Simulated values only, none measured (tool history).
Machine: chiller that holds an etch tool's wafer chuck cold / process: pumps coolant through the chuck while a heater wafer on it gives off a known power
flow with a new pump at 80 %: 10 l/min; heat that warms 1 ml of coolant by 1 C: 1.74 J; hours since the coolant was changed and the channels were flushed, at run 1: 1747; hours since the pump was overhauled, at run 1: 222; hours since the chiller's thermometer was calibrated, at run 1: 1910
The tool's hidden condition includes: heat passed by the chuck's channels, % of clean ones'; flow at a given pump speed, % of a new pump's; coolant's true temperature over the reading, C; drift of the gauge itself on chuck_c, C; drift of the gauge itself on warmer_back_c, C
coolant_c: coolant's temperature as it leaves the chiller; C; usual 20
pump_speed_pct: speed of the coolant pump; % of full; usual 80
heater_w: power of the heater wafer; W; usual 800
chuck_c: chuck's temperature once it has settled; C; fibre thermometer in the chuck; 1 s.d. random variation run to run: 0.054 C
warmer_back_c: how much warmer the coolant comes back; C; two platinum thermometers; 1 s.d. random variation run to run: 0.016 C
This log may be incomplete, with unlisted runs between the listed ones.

run   hour  coolant_c  pump_speed_pct  heater_w  hours since the coolant was changed and the channels were flushed  hours since the pump was overhauled  hours since the chiller's thermometer was calibrated  chuck_c  warmer_back_c
  1      0         20              80       800                                                               1747                                  222                                                  1910    25.23           2.74
  2   26.1         20              80       800                                                               1773                                  249                                                  1936    25.19           2.76
  3   58.2         20              80       800                                                               1805                                  281                                                  1968    25.19           2.78
  4   98.4         20              80       800                                                               1845                                  321                                                  2009    25.12           2.75
  5  132.4         20              80       800                                                               1879                                  355                                                  2043     25.3           2.75
  6  159.2         20              80       800                                                               1906                                  382                                                  2069    25.22           2.76
  7  199.5         20              80       800                                                               1946                                  422                                                  2110    25.17           2.76
     207.8  -- coolant pump overhauled
  8  237.8         20              80       800                                                               1980                                   30                                                  2143    25.35           2.75
  9  271.7         20              72       800                                                               2014                                   64                                                  2177    25.95           3.09
 10  293.3         20              80       800                                                               2035                                   85                                                  2198    25.23           2.78
 11  335.2         20              80       800                                                               2077                                  127                                                  2240    25.36           2.76
 12  365.7         20              80       800                                                               2108                                  158                                                  2271    25.27           2.79
 13  403.7         20              80       800                                                               2146                                  196                                                  2309    25.26           2.75
     451.5  -- coolant pump overhauled, once more
 14  451.5         20              80       800                                                               2188                                    0                                                  2352    25.27           2.73
 15  492.2         11              77       709                                                               2229                                   41                                                  2392    15.97           2.56
 16  534.2         11              77       709                                                               2271                                   83                                                  2434    15.86           2.59
 17  571.3         15              60      1185                                                               2308                                  120                                                  2472    25.71           5.63
 18  592.6         15              60      1185                                                               2329                                  141                                                  2493    25.78           5.67
 19  623.3         15              60      1185                                                               2360                                  172                                                  2523    25.88           5.63
 20  664.3         15              60      1185                                                               2401                                  213                                                  2564    25.74           5.68
 21  693.4         18              60       677                                                               2430                                  242                                                  2594    23.94           3.22
 22  717.4         17              60       614                                                               2454                                  266                                                  2618    22.44           2.93

Branching from run 22: 4 alternative next runs. What would each branch give?
  A  751.3         26              60       614                                                               2488                                  300                                                  2652        ?              ?
  B  751.3         20              82       800                                                               2488                                  300                                                  2652        ?              ?
  C  751.3         27              80       800                                                               2488                                  300                                                  2652        ?              ?
  D  751.3         20              77       597                                                               2488                                  300                                                  2652        ?              ?

run  chuck_c  warmer_back_c
  A    31.39           2.93
  B     25.2            2.7
  C    32.35           2.77
  D    24.08           2.13
With no hidden state in the tool, these same runs would have given:
run  chuck_c  warmer_back_c
  A    31.35           2.92
  B    25.16           2.69
  C    32.31           2.76
  D    24.11           2.13
